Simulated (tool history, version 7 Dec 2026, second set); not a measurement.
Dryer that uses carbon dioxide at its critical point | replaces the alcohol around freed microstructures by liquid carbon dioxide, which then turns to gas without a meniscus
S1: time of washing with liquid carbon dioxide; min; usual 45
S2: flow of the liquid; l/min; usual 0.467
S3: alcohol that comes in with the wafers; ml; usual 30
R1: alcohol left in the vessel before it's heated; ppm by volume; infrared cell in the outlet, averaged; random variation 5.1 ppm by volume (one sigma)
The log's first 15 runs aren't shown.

run,hour,S1,S2,S3,R1
16,119.2,35,0.467,30,306
17,131.4,45,0.467,30,153
18,138.2,45,0.754,30,50
19,144.3,45,0.754,30,46
20,153.2,36,0.754,30,68
21,161.3,36,0.754,30,63
22,172.1,30,0.286,42,2079
23,177.5,31,0.467,64,956
24,183.4,31,0.467,64,984
25,195.8,30,0.638,30,220
26,204.3,41,0.506,57,301
27,212.3,49,0.462,42,179
# hour 214.2: inlet filter changed
28,222.1,45,0.462,90,211
29,233.6,45,0.462,90,218
30,245.1,45,0.462,90,219
31,253.7,40,0.301,21,397
32,263.4,45,0.305,30,378
33,272.5,45,0.305,30,387
34,280.4,45,0.305,30,407
35,291.7,29,0.752,21,83
36,297.8,29,0.752,21,88
37,309.4,40,0.467,30,158
38,316.3,40,0.467,30,157
39,324.0,57,0.782,25,49
40,330.5,57,0.782,25,62

Forecast each of these 3 alternatives for the next run:
A,337.3,29,0.514,46,?
B,337.3,53,0.782,116,?
C,337.3,45,0.467,39,?

run,R1
A,460
B,59
C,140
Without the tool's hidden state the same runs would have given:
run,R1
A,339
B,11
C,73
